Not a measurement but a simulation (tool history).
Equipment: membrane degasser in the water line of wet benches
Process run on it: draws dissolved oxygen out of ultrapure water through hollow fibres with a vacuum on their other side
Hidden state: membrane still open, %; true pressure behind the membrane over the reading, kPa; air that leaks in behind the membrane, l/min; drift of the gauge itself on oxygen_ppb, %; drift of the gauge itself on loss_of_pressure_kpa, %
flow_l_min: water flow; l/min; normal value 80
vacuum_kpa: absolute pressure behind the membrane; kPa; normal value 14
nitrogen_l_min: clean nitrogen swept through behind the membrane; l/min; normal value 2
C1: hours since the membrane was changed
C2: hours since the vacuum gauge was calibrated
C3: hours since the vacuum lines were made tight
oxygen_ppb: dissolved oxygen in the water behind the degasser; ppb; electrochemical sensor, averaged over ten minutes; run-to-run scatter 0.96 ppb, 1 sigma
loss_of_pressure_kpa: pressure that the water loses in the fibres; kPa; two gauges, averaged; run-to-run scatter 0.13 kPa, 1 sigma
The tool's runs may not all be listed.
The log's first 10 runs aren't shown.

Run 11, day 22.621: usual settings but flow_l_min 87 l/min, nitrogen_l_min 4.07 l/min; C1 3168; C2 777; C3 2156. Result: oxygen_ppb 496.3 ppb, loss_of_pressure_kpa 31.81 kPa.
Run 12, day 24.992: usual settings but vacuum_kpa 20.3 kPa; C1 3225; C2 834; C3 2213. Result: oxygen_ppb 1216.1 ppb, loss_of_pressure_kpa 29.42 kPa.
Run 13, day 28.208: usual settings but flow_l_min 113 l/min; C1 3302; C2 911; C3 2290. Result: oxygen_ppb 1044.7 ppb, loss_of_pressure_kpa 41.55 kPa.
Run 14, day 29.946: usual settings; C1 3344; C2 953; C3 2332. Result: oxygen_ppb 810.4 ppb, loss_of_pressure_kpa 29.29 kPa.
Run 15, day 31.992: usual settings but nitrogen_l_min 2.33 l/min; C1 3393; C2 1002; C3 2381. Result: oxygen_ppb 722.1 ppb, loss_of_pressure_kpa 29.28 kPa.
Run 16, day 33.312: usual settings but nitrogen_l_min 5.27 l/min; C1 3425; C2 1034; C3 2413. Result: oxygen_ppb 372 ppb, loss_of_pressure_kpa 29.28 kPa.
Run 17, day 34.912: usual settings but nitrogen_l_min 5.27 l/min; C1 3463; C2 1072; C3 2451. Result: oxygen_ppb 372.9 ppb, loss_of_pressure_kpa 29.39 kPa.
Run 18, day 36.912: usual settings but nitrogen_l_min 5.27 l/min; C1 3511; C2 1120; C3 2499. Result: oxygen_ppb 372.6 ppb, loss_of_pressure_kpa 29.35 kPa.
Run 19, day 39.617: usual settings but vacuum_kpa 13.4 kPa, nitrogen_l_min 4.07 l/min; C1 3576; C2 1185; C3 2564. Result: oxygen_ppb 438.9 ppb, loss_of_pressure_kpa 29.44 kPa.
Run 20, day 41.033: usual settings but vacuum_kpa 13.4 kPa, nitrogen_l_min 4.07 l/min; C1 3610; C2 1219; C3 2598. Result: oxygen_ppb 440.2 ppb, loss_of_pressure_kpa 29.4 kPa.
Run 21, day 42.838: usual settings but flow_l_min 63 l/min, nitrogen_l_min 0.91 l/min; C1 3654; C2 1262; C3 2642. Result: oxygen_ppb 1179.9 ppb, loss_of_pressure_kpa 23.18 kPa.
Run 22, day 45.554: usual settings but flow_l_min 63 l/min, nitrogen_l_min 0.91 l/min; C1 3719; C2 1327; C3 2707. Result: oxygen_ppb 1181.5 ppb, loss_of_pressure_kpa 23.25 kPa.
Run 23, day 48.175: usual settings but flow_l_min 51 l/min, vacuum_kpa 33.4 kPa, nitrogen_l_min 1.59 l/min; C1 3782; C2 1390; C3 2770. Result: oxygen_ppb 1673.1 ppb, loss_of_pressure_kpa 18.85 kPa.
Run 24, day 50.475: usual settings but flow_l_min 117 l/min, vacuum_kpa 30.2 kPa, nitrogen_l_min 2.12 l/min; C1 3837; C2 1445; C3 2825. Result: oxygen_ppb 2209.3 ppb, loss_of_pressure_kpa 43.03 kPa.
Run 25, day 52.3: usual settings but flow_l_min 85 l/min, nitrogen_l_min 2.12 l/min; C1 3881; C2 1489; C3 2869. Result: oxygen_ppb 814.3 ppb, loss_of_pressure_kpa 31.45 kPa.
Run 26, day 54.942: usual settings but flow_l_min 85 l/min, nitrogen_l_min 2.12 l/min; C1 3944; C2 1553; C3 2932. Result: oxygen_ppb 814.2 ppb, loss_of_pressure_kpa 31.48 kPa.
Run 27, day 56.971: usual settings but vacuum_kpa 30.4 kPa, nitrogen_l_min 5.34 l/min; C1 3993; C2 1601; C3 2981. Result: oxygen_ppb 857 ppb, loss_of_pressure_kpa 29.42 kPa.
Run 28, day 60.096: usual settings but vacuum_kpa 30.4 kPa, nitrogen_l_min 5.34 l/min; C1 4068; C2 1676; C3 3056. Result: oxygen_ppb 858.7 ppb, loss_of_pressure_kpa 29.35 kPa.
Run 29, day 62.446: usual settings but vacuum_kpa 28.7 kPa, nitrogen_l_min 4.77 l/min; C1 4124; C2 1733; C3 3112. Result: oxygen_ppb 889.9 ppb, loss_of_pressure_kpa 29.4 kPa.
Run 30, day 63.929: usual settings but vacuum_kpa 28.7 kPa, nitrogen_l_min 4.77 l/min; C1 4160; C2 1768; C3 3148. Result: oxygen_ppb 889.5 ppb, loss_of_pressure_kpa 29.44 kPa.
Run 31, day 65.346: usual settings but vacuum_kpa 28.7 kPa, nitrogen_l_min 3.39 l/min; C1 4194; C2 1802; C3 3182. Result: oxygen_ppb 1164.1 ppb, loss_of_pressure_kpa 29.64 kPa.
Run 32, day 67.646: usual settings but flow_l_min 95 l/min, vacuum_kpa 22.3 kPa, nitrogen_l_min 4.46 l/min; C1 4249; C2 1858; C3 3237. Result: oxygen_ppb 837.5 ppb, loss_of_pressure_kpa 34.9 kPa.
Run 33, day 69.588: usual settings but flow_l_min 127 l/min, nitrogen_l_min 0.88 l/min; C1 4296; C2 1904; C3 3284. Result: oxygen_ppb 1814 ppb, loss_of_pressure_kpa 46.83 kPa.

3 ways to go on from here, each from the tool as it stands after run 33. What would each give?
Run A, day 71.825: usual settings but vacuum_kpa 27.3 kPa, nitrogen_l_min 1.37 l/min; C1 4349; C2 1958; C3 3337. Result: oxygen_ppb ?, loss_of_pressure_kpa ?.
Run B, day 71.825: usual settings but flow_l_min 58 l/min, vacuum_kpa 18.5 kPa, nitrogen_l_min 3.61 l/min; C1 4349; C2 1958; C3 3337. Result: oxygen_ppb ?, loss_of_pressure_kpa ?.
Run C, day 71.825: usual settings but flow_l_min 84 l/min, nitrogen_l_min 0.85 l/min; C1 4349; C2 1958; C3 3337. Result: oxygen_ppb ?, loss_of_pressure_kpa ?.

run  oxygen_ppb  loss_of_pressure_kpa
  A      2081.6                 29.43
  B       536.1                 21.48
  C      1472.7                 31.02
Without the tool's hidden state the same runs would have given:
run  oxygen_ppb  loss_of_pressure_kpa
  A        2075                 28.83
  B       531.8                 21.05
  C        1463                 30.39
